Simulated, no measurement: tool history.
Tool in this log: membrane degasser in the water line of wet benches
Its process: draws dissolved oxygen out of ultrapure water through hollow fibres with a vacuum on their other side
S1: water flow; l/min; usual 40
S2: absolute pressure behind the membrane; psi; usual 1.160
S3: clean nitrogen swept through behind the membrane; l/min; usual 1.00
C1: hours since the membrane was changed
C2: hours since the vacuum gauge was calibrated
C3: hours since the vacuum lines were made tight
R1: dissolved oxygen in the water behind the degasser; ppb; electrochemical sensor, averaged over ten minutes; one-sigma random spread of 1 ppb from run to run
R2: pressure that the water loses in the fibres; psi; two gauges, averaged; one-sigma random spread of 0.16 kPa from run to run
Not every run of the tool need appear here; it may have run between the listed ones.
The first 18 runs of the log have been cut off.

run,day,S1,S2,S3,C1,C2,C3,R1,R2
19,28.750,54,2.717,2.34,1027,4890,4599,755.0,6.548
20,29.862,48,1.050,0.63,1054,4917,4625,532.3,5.796
21,31.817,44,1.160,1.05,1101,4964,4672,406.8,5.346
22,33.771,44,1.160,1.05,1148,5011,4719,409.6,5.326
23,35.967,44,1.160,1.05,1200,5063,4772,409.3,5.323
24,37.375,44,1.160,1.05,1234,5097,4806,409.9,5.349
25,39.112,44,1.160,1.05,1276,5139,4847,408.3,5.361
26,40.458,44,1.160,1.05,1308,5171,4880,408.9,5.358
27,42.654,44,1.160,1.05,1361,5224,4932,409.2,5.346
28,43.738,62,0.921,1.05,1387,5250,4958,385.2,7.549
29,45.562,50,1.798,1.03,1431,5294,5002,824.0,6.044
30,46.517,31,1.408,1.08,1454,5317,5025,394.6,3.790
31,47.825,31,1.408,1.08,1485,5348,5057,394.9,3.745
32,49.683,25,1.597,1.93,1530,5393,5101,236.1,3.004

Here are 3 independent what-if runs from the current tool condition. What would each one return?
A,50.617,48,1.926,1.88,1552,5415,5123,?,?
B,50.617,26,1.400,1.03,1552,5415,5123,?,?
C,50.617,34,1.597,1.93,1552,5415,5123,?,?

run,R1,R2
A,551.4,5.883
B,350.9,3.142
C,311.9,4.157
With the hidden condition removed and each run's random variation left untouched, the same runs would have given:
run,R1,R2
A,542.4,5.839
B,342.1,3.118
C,305.1,4.125
